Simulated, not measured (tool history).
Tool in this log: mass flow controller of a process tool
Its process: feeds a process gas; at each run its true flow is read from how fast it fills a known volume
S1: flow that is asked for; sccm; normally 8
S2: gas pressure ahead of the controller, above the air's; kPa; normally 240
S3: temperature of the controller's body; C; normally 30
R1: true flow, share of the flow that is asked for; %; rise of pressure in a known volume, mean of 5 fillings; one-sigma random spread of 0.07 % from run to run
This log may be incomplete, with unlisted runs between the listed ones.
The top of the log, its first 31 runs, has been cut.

{"run": 32, "hour": 1837.6, "S1": 3, "S2": 240, "S3": 30, "R1": 101.43}
{"run": 33, "hour": 1876.3, "S1": 8, "S2": 195, "S3": 23, "R1": 100.23}
{"run": 34, "hour": 1915.9, "S1": 4, "S2": 248, "S3": 21, "R1": 100.41}
{"run": 35, "hour": 1994.2, "S1": 13, "S2": 178, "S3": 33, "R1": 101.35}
{"run": 36, "hour": 2073.9, "S1": 3, "S2": 195, "S3": 33, "R1": 102.24}
{"run": 37, "hour": 2130.6, "S1": 12, "S2": 195, "S3": 21, "R1": 100.48}
{"run": 38, "hour": 2214.4, "S1": 12, "S2": 195, "S3": 21, "R1": 100.44}
{"run": 39, "hour": 2267.1, "S1": 12, "S2": 223, "S3": 21, "R1": 100.45}
{"run": 40, "hour": 2316.5, "S1": 13, "S2": 165, "S3": 20, "R1": 100.72}
{"run": 41, "hour": 2361.0, "S1": 3, "S2": 165, "S3": 33, "R1": 102.67}
{"run": 42, "hour": 2438.5, "S1": 3, "S2": 251, "S3": 21, "R1": 101.45}
{"run": 43, "hour": 2507.2, "S1": 2, "S2": 267, "S3": 25, "R1": 103.23}
{"run": 44, "hour": 2558.6, "S1": 2, "S2": 267, "S3": 25, "R1": 103.15}
{"run": 45, "hour": 2634.7, "S1": 8, "S2": 240, "S3": 35, "R1": 101.18}
{"run": 46, "hour": 2720.7, "S1": 8, "S2": 240, "S3": 35, "R1": 101.38}
{"run": 47, "hour": 2794.3, "S1": 15, "S2": 187, "S3": 30, "R1": 101.8}
{"run": 48, "hour": 2872.4, "S1": 15, "S2": 187, "S3": 30, "R1": 101.7}
{"run": 49, "hour": 2921.0, "S1": 15, "S2": 187, "S3": 30, "R1": 101.87}
{"run": 50, "hour": 3007.1, "S1": 18, "S2": 206, "S3": 24, "R1": 101.6}

Forecast each of these 3 alternatives for the next run:
{"run": "A", "hour": 3044.1, "S1": 6, "S2": 206, "S3": 22, "R1": "?"}
{"run": "B", "hour": 3044.1, "S1": 8, "S2": 176, "S3": 30, "R1": "?"}
{"run": "C", "hour": 3044.1, "S1": 18, "S2": 206, "S3": 34, "R1": "?"}

run=A R1=101.13
run=B R1=101.58
run=C R1=102.12
Take away the tool's hidden state, keep each run's random variation, and the runs would have read:
run=A R1=97.97
run=B R1=98.87
run=C R1=100.16
